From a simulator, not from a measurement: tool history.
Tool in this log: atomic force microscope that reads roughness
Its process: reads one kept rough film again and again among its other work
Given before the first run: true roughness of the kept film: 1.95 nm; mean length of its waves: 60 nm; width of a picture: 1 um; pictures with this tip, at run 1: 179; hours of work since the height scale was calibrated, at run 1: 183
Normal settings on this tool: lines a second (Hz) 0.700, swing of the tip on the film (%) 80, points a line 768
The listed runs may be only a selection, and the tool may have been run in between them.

run   hour  lines a second (Hz)  swing of the tip on the film (%)  points a line  pictures with this tip  hours of work since the height scale was calibrated  roughness of the kept film (nm (root mean square))
  1    0.0                0.700                                80            768                     179                                                  183                                               1.844
  2    8.6                0.700                                80            768                     191                                                  189                                               1.833
  3   13.3                0.700                                80            768                     197                                                  193                                               1.827
      19.2  -- new tip fitted
  4   19.2                0.700                                80            768                       0                                                  197                                               1.870
  5   25.0                0.700                                80            768                       7                                                  202                                               1.867
  6   30.5                0.700                                80            768                      15                                                  206                                               1.858
  7   39.5                0.700                                60            768                      27                                                  213                                               1.899
  8   45.9                0.700                                68            768                      35                                                  217                                               1.884
  9   50.9                0.700                                68            768                      42                                                  221                                               1.879
 10   57.7                0.700                                64            768                      51                                                  227                                               1.882
 11   64.3                0.700                                64            768                      60                                                  232                                               1.894
 12   71.9                0.700                                56            768                      70                                                  237                                               1.896
 13   78.3                0.700                                56            768                      79                                                  242                                               1.878
 14   83.0                0.700                                56            768                      85                                                  246                                               1.895
 15   90.3                0.640                                80            768                      95                                                  251                                               1.856
 16   94.7                0.640                                80            768                     101                                                  255                                               1.848
 17  100.7                0.640                                80            768                     109                                                  259                                               1.847
 18  106.4                3.173                                74            764                     116                                                  264                                               1.734
 19  112.4                1.113                                80            340                     124                                                  268                                               1.801
 20  119.3                1.113                                80            340                     134                                                  274                                               1.815
 21  127.4                2.782                                79            308                     145                                                  280                                               1.695
 22  136.0                1.551                                66            308                     156                                                  286                                               1.825
 23  143.2                2.487                                63            475                     166                                                  292                                               1.822
 24  149.9                0.929                                75            739                     175                                                  297                                               1.835
 25  157.5                2.240                                62            532                     185                                                  303                                               1.821
 26  164.4                2.240                                62            532                     194                                                  308                                               1.823
     172.9  -- new tip fitted
 27  172.9                1.731                                80            349                       0                                                  314                                               1.797
 28  181.7                1.731                                80            349                      12                                                  321                                               1.793
 29  189.9                1.731                                80            349                      23                                                  327                                               1.782
 30  198.4                1.808                                69            823                      34                                                  334                                               1.839
 31  206.3                1.118                                80            768                      45                                                  340                                               1.833
 32  212.3                0.697                                62            528                      53                                                  344                                               1.892
 33  216.8                0.697                                62            528                      59                                                  348                                               1.883
 34  223.0                3.441                                65            739                      67                                                  353                                               1.800

How the hidden state differs across the entries between the runs, from the last listed run before each to the first after it:
After run 3, before run 4: new tip fitted (hour 19.2)
  radius of the tip, nm: 17.7 -> 7.1; height scale over the true one, %: 0.07 -> 0.08
  difference, measured minus the result without the unlogged condition, roughness of the kept film (nm (root mean square)): -0.039 -> +0.001
After run 26, before run 27: new tip fitted (hour 172.9)
  radius of the tip, nm: 17.4 -> 7.3; height scale over the true one, %: 0.15 -> 0.16
  difference, measured minus the result without the unlogged condition, roughness of the kept film (nm (root mean square)): -0.038 -> +0.002
